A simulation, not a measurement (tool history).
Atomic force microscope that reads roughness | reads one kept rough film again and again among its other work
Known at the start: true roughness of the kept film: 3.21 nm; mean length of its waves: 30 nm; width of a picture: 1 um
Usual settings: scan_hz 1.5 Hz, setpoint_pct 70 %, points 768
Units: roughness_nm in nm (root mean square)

| run | hour | scan_hz | setpoint_pct | points | roughness_nm |
|---|---|---|---|---|---|
| 1 | 0 | 1.5 | 70 | 768 | 2.548 |
| 2 | 9.7 | 1.5 | 70 | 585 | 2.543 |
| 3 | 17.5 | 1.5 | 70 | 585 | 2.541 |
| 4 | 27.6 | 1.5 | 84 | 585 | 2.344 |
| 5 | 36.9 | 1.5 | 77 | 768 | 2.456 |
|  | 39.9 | new tip fitted |
| 6 | 45 | 1.5 | 70 | 768 | 2.544 |
| 7 | 51.4 | 1.5 | 70 | 438 | 2.558 |
| 8 | 61.1 | 1.5 | 70 | 438 | 2.553 |
| 9 | 72.1 | 1.5 | 70 | 438 | 2.524 |
| 10 | 77 | 1.5 | 70 | 349 | 2.534 |
| 11 | 83.8 | 1.5 | 70 | 542 | 2.547 |
| 12 | 92.9 | 1.5 | 58 | 768 | 2.696 |
| 13 | 98.7 | 1.5 | 58 | 768 | 2.662 |
| 14 | 109.1 | 1.5 | 70 | 768 | 2.555 |
| 15 | 118.7 | 1.5 | 70 | 768 | 2.518 |
|  | 120.4 | new tip fitted |
| 16 | 129.8 | 1.5 | 70 | 768 | 2.539 |
| 17 | 139.8 | 1.5 | 70 | 768 | 2.556 |
| 18 | 149.3 | 1.5 | 70 | 768 | 2.55 |
| 19 | 158.8 | 1.5 | 70 | 768 | 2.544 |
| 20 | 164.8 | 1.5 | 70 | 768 | 2.54 |
| 21 | 169.7 | 1.5 | 70 | 768 | 2.549 |
| 22 | 176.2 | 1.5 | 70 | 768 | 2.555 |
| 23 | 187.3 | 1.5 | 70 | 529 | 2.542 |
| 24 | 197.4 | 1.5 | 70 | 529 | 2.551 |
|  | 200.3 | new tip fitted |
| 25 | 208.5 | 1.5 | 70 | 529 | 2.549 |
| 26 | 219.1 | 1.5 | 70 | 529 | 2.547 |
| 27 | 226.7 | 1.5 | 70 | 529 | 2.547 |
| 28 | 234.9 | 1.23 | 69 | 417 | 2.591 |
| 29 | 241.2 | 1.23 | 70 | 417 | 2.579 |
| 30 | 249.5 | 3.24 | 70 | 768 | 2.321 |
| 31 | 260.2 | 1.5 | 89 | 808 | 2.235 |
| 32 | 270.1 | 1.5 | 89 | 808 | 2.25 |
|  | 280.2 | new tip fitted |
| 33 | 281.7 | 1.5 | 73 | 379 | 2.502 |
| 34 | 288.5 | 3.22 | 70 | 768 | 2.32 |
| 35 | 296.9 | 1.96 | 86 | 284 | 2.154 |
| 36 | 303.9 | 1.96 | 86 | 284 | 2.15 |
| 37 | 312.2 | 1.96 | 86 | 284 | 2.148 |
| 38 | 321.4 | 1.5 | 70 | 299 | 2.522 |
| 39 | 328 | 3.38 | 55 | 466 | 2.588 |
| 40 | 335.4 | 1.5 | 56 | 335 | 2.675 |
| 41 | 342.5 | 3.11 | 88 | 465 | 1.862 |
| 42 | 351 | 3.11 | 58 | 562 | 2.576 |
|  | 360.8 | new tip fitted |
| 43 | 361.2 | 3.11 | 58 | 562 | 2.55 |
| 44 | 370.8 | 3.11 | 58 | 562 | 2.547 |
| 45 | 375.9 | 0.72 | 67 | 440 | 2.686 |
| 46 | 387.4 | 0.68 | 67 | 399 | 2.684 |
| 47 | 396 | 0.68 | 67 | 399 | 2.705 |
| 48 | 406.6 | 0.68 | 67 | 399 | 2.701 |
| 49 | 417.7 | 0.68 | 67 | 399 | 2.688 |
| 50 | 427.8 | 0.82 | 64 | 381 | 2.7 |
| 51 | 437.7 | 1.5 | 81 | 768 | 2.353 |
|  | 441.1 | new tip fitted |
| 52 | 447.8 | 0.67 | 70 | 768 | 2.678 |
| 53 | 457 | 1.66 | 63 | 649 | 2.592 |
| 54 | 467.9 | 1.5 | 70 | 287 | 2.526 |

Forecast each of these 3 alternatives for the next run:
| A | 476.9 | 1.5 | 66 | 488 | ? |
| B | 476.9 | 1.5 | 62 | 896 | ? |
| C | 476.9 | 1.88 | 85 | 959 | ? |

| run | roughness_nm |
|---|---|
| A | 2.606 |
| B | 2.647 |
| C | 2.214 |
Without the tool's hidden state the same runs would have given:
| run | roughness_nm |
|---|---|
| A | 2.608 |
| B | 2.649 |
| C | 2.215 |
